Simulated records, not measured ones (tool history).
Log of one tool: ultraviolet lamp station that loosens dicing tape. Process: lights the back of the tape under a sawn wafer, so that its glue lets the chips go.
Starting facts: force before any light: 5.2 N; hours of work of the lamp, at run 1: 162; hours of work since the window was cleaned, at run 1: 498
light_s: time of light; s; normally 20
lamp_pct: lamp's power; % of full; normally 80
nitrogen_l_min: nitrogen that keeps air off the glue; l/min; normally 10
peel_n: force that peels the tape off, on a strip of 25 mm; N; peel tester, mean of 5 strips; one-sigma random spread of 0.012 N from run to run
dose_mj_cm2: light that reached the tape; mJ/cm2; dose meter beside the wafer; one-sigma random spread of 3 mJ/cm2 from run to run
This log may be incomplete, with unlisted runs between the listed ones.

run   hour  light_s  lamp_pct  nitrogen_l_min  hours of work of the lamp  hours of work since the window was cleaned  peel_n  dose_mj_cm2
  1    0.0       20        80              10                        162                                         498   0.681          400
  2   15.6       18        80              10                        171                                         507   0.877          350
  3   28.4       18        80              10                        179                                         514   0.861          349
  4   41.0       20        80              10                        186                                         522   0.703          390
  5   53.5       20        80              10                        193                                         529   0.708          385
      61.1  -- window cleaned of glue's vapour
  6   75.9       20        80               7                        206                                           9   0.806          412
  7   96.1       20        80               7                        218                                          20   0.782          404
  8  108.6       29        80              10                        225                                          28   0.329          597
  9  128.9       29        80              10                        237                                          39   0.348          590
 10  144.4       20        80               5                        246                                          48   0.951          405
 11  161.6       20        78              14                        256                                          58   0.614          390
 12  175.1       17        71              12                        264                                          66   1.017          306
 13  194.8       13        64              10                        275                                          78   1.778          206
 14  214.1       24        83               4                        286                                          89   0.801          497
 15  234.2       20        74              10                        298                                         101   0.811          365
 16  246.0       20        74              10                        305                                         108   0.807          356
 17  260.7       20        78              10                        314                                         116   0.781          380
 18  277.1       20        78              10                        323                                         126   0.781          375
 19  295.4       20        78              10                        334                                         136   0.761          379
 20  307.3       19        78              13                        341                                         143   0.736          353

Each row is a separate what-if for the run after 20, all from the same tool condition, not one after another. Results?
  A  320.3       37        80               3                        348                                         151       ?            ?
  B  320.3       19        64               4                        348                                         151       ?            ?
  C  320.3       20        68               6                        348                                         151       ?            ?

run  peel_n  dose_mj_cm2
  A   0.502          701
  B   1.659          289
  C   1.262          323
With no hidden state in the tool, these same runs would have given:
run  peel_n  dose_mj_cm2
  A   0.359          840
  B   1.343          345
  C   0.972          387
